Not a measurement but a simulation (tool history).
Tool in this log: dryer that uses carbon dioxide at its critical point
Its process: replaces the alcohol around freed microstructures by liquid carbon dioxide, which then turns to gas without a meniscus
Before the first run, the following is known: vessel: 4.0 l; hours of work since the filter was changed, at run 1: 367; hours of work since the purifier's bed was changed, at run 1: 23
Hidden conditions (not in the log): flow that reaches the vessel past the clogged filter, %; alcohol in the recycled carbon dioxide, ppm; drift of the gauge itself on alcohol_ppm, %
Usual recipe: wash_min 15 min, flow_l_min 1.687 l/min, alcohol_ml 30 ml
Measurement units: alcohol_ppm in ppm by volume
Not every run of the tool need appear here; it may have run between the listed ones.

run   hour  wash_min  flow_l_min  alcohol_ml  hours of work since the filter was changed  hours of work since the purifier's bed was changed  alcohol_ppm
  1      0        15       1.687          30                                         367                                                  23           88
  2    6.1        15       1.687          30                                         370                                                  25           99
  3   16.8        15       1.687          30                                         375                                                  30           94
  4   24.8        13       1.687          30                                         378                                                  33          169
  5   35.3        15        1.37          30                                         382                                                  38          199
  6   41.3        15        1.37          30                                         385                                                  40          216
  7     49        15       1.687          30                                         388                                                  43          104
  8   55.3        15       1.687          30                                         391                                                  46           99
  9   64.8        15       1.687          30                                         395                                                  50           92
 10   71.7        15        1.29          30                                         398                                                  53          258
 11   79.1        15       1.687          30                                         401                                                  56          103
 12   86.7        15       1.687          30                                         404                                                  59          110
 13   97.3        15        1.36          30                                         409                                                  64          227
 14  105.3        15       1.687          30                                         412                                                  67          106
 15    116        15        1.95          30                                         416                                                  72           75
 16  124.5        15        1.95          30                                         420                                                  75           59
 17  131.9        22        2.44          25                                         423                                                  78           16
 18  137.7        22        2.85          64                                         426                                                  81           23
 19  148.2        22        1.96          55                                         430                                                  85           35
 20    159        14        1.04          30                                         435                                                  90          640
 21  169.5        14        1.04          30                                         439                                                  94          620
 22  174.2         9        1.04          30                                         441                                                  96         1485
 23  179.3         9        1.54          30                                         443                                                  98          700
 24  187.7        14        1.54          30                                         447                                                 102          202
 25  195.5        14        1.54          30                                         450                                                 105          201
 26  204.6        18        2.34          30                                         454                                                 109           43
 27  214.3        15       1.687          28                                         458                                                 113          119
 28  224.4        14       1.687          33                                         462                                                 117          172

Alternative continuations, all from the tool just after run 28; predict every row:
  A  233.1        10        1.29          33                                         466                                                 121            ?
  B  233.1        10        1.65          47                                         466                                                 121            ?
  C  233.1        16       1.687          30                                         466                                                 121            ?

run  alcohol_ppm
  A          933
  B          730
  C           99
Without the tool's hidden state the same runs would have given:
run  alcohol_ppm
  A          575
  B          394
  C           27
